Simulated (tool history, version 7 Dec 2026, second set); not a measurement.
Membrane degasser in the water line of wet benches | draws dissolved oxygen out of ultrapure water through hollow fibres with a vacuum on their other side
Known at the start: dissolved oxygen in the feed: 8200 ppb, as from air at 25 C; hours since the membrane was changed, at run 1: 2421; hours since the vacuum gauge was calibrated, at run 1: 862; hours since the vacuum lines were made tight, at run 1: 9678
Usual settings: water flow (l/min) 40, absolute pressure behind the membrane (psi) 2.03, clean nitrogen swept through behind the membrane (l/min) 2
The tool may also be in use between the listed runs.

run	hour	water flow (l/min)	absolute pressure behind the membrane (psi)	clean nitrogen swept through behind the membrane (l/min)	hours since the membrane was changed	hours since the vacuum gauge was calibrated	hours since the vacuum lines were made tight	dissolved oxygen in the water behind the degasser (ppb)	pressure that the water loses in the fibres (psi)
1	0	40	2.03	2	2421	862	9678	463.2	9.004
2	88.3	40	2.03	2	2509	950	9766	465.5	9.037
3	177.6	40	2.03	2	2598	1039	9855	461.6	9.014
4	275.9	40	2.03	2	2697	1138	9954	465	9.024
5	348.7	40	2.03	2	2770	1211	10026	467.5	9.036
6	448.4	40	2.03	2	2869	1310	10126	466.1	9.053
7	516.5	40	2.03	2	2937	1378	10194	462.9	9.033
8	591.3	40	2.03	2	3012	1453	10269	469.5	9.066
9	672.7	34	2.03	2	3093	1535	10350	404.2	7.712
10	811.9	34	2.03	2	3233	1674	10489	405.7	7.726
# hour 826: vacuum gauge calibrated
11	891.4	40	3.31	2	3312	65	10568	817.6	9.124
12	960.7	31	2.03	2	3381	135	10638	372.8	7.052
13	1070.8	31	2.03	2	3491	245	10748	375.3	7.049
# hour 1113.8: vacuum gauge calibrated, once more
14	1134.5	40	2.03	2	3554	21	10811	462.8	9.107
15	1208.4	40	2.03	2	3628	95	10885	461.6	9.156
16	1328.8	40	2.03	2	3749	215	11005	461.1	9.031
17	1417	40	2.03	2	3837	303	11094	463.6	9.181
18	1499.6	30	2.45	4.78	3919	386	11176	206.4	6.852
19	1646.6	49	2.57	1.14	4066	533	11323	1100.9	11.114
20	1715.6	64	1.96	1.3	4135	602	11392	908.3	14.63
21	1850.3	64	1.96	1.3	4270	736	11527	908.4	14.627
22	1960.5	64	1.96	1.3	4380	847	11637	901.5	14.584
23	2069.3	64	1.96	1.3	4489	956	11746	911.9	14.626
24	2166.6	39	4.74	4.96	4586	1053	11843	525.1	8.91
25	2232.8	57	1.44	2.84	4653	1119	11909	308.9	13.109
26	2379.1	57	1.44	2.84	4799	1265	12056	303.6	13.111
27	2523	24	2.23	2.2	4943	1409	12200	306.4	5.533
28	2622	24	2.23	2.2	5042	1508	12299	307.9	5.533
29	2776.8	56	1.61	4.07	5197	1663	12453	261	12.876
30	2882.4	40	1.99	1.78	5302	1769	12559	504.8	9.24
31	2965.8	40	1.99	1.78	5386	1852	12642	500.9	9.171
32	3113.6	40	2.03	1.3	5533	2000	12790	669.9	9.21

Hidden state at the last listed run before each entry between runs and at the first one after, where it differs:
Between runs 10 and 11: vacuum gauge calibrated (hour 826)
  membrane still open, %: 98.2 -> 98.1; true pressure behind the membrane over the reading, kPa: 0.14 -> 0.16; air that leaks in behind the membrane, l/min: 0.0092 -> 0.0093
  measured less the result without the state, dissolved oxygen in the water behind the degasser (ppb): +6.7 -> +8.9; pressure that the water loses in the fibres (psi): +0.139 -> +0.168
Between runs 13 and 14: vacuum gauge calibrated, once more (hour 1113.8)
  true pressure behind the membrane over the reading, kPa: 0.17 -> 0.01
  measured less the result without the state, dissolved oxygen in the water behind the degasser (ppb): +7.3 -> +2.4; pressure that the water loses in the fibres (psi): +0.138 -> +0.181
